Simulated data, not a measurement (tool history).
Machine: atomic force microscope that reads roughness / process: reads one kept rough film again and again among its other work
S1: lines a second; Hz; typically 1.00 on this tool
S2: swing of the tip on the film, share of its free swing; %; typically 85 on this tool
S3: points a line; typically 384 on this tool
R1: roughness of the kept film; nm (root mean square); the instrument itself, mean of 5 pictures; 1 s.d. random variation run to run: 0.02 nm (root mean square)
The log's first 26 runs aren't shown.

| run | hour | S1 | S2 | S3 | R1 |
|---|---|---|---|---|---|
| 27 | 516.2 | 1.00 | 73 | 384 | 4.965 |
| 28 | 526.9 | 1.00 | 73 | 384 | 4.960 |
|  | 537.1 | new tip fitted |
| 29 | 539.4 | 1.00 | 76 | 928 | 4.952 |
| 30 | 558.6 | 1.00 | 85 | 669 | 4.817 |
| 31 | 577.4 | 3.15 | 83 | 669 | 4.173 |
| 32 | 597.6 | 3.00 | 81 | 394 | 4.254 |
|  | 601.5 | new tip fitted |
| 33 | 611.3 | 1.36 | 76 | 520 | 4.815 |
| 34 | 623.5 | 0.98 | 74 | 343 | 4.952 |
| 35 | 647.4 | 1.24 | 85 | 517 | 4.724 |
|  | 665.9 | new tip fitted |
| 36 | 670.5 | 1.24 | 85 | 517 | 4.683 |
| 37 | 688.7 | 1.00 | 62 | 956 | 5.121 |
| 38 | 706.2 | 1.00 | 62 | 956 | 5.106 |
| 39 | 725.0 | 1.00 | 62 | 956 | 5.098 |
|  | 731.2 | new tip fitted |
| 40 | 739.9 | 1.31 | 67 | 493 | 5.010 |
| 41 | 754.0 | 1.31 | 58 | 1014 | 5.069 |
| 42 | 764.7 | 1.31 | 58 | 1014 | 5.081 |
| 43 | 787.3 | 1.00 | 66 | 311 | 5.011 |
|  | 795.5 | new tip fitted |
| 44 | 801.5 | 1.00 | 66 | 311 | 5.012 |
| 45 | 814.8 | 1.00 | 66 | 311 | 4.986 |
| 46 | 832.6 | 1.82 | 85 | 353 | 4.486 |
| 47 | 855.8 | 1.82 | 85 | 353 | 4.452 |
|  | 860.7 | new tip fitted |
| 48 | 880.6 | 1.82 | 80 | 499 | 4.635 |
| 49 | 898.1 | 1.82 | 80 | 499 | 4.591 |
| 50 | 915.4 | 1.00 | 66 | 676 | 5.030 |
|  | 925.7 | new tip fitted |
| 51 | 930.6 | 1.00 | 66 | 264 | 4.999 |

Consider 5 possible next runs. They are alternatives, not a sequence: every one starts from the tool as it was left by run 51. What does each give?
| A | 945.9 | 1.00 | 63 | 264 | ? |
| B | 945.9 | 0.57 | 64 | 603 | ? |
| C | 945.9 | 2.08 | 72 | 562 | ? |
| D | 945.9 | 1.00 | 66 | 607 | ? |
| E | 945.9 | 0.86 | 73 | 280 | ? |

| run | R1 |
|---|---|
| A | 5.067 |
| B | 5.168 |
| C | 4.753 |
| D | 5.051 |
| E | 4.967 |
Stripped of hidden state, with their random variation kept, the same runs would have yielded:
| run | R1 |
|---|---|
| A | 5.069 |
| B | 5.170 |
| C | 4.755 |
| D | 5.053 |
| E | 4.969 |
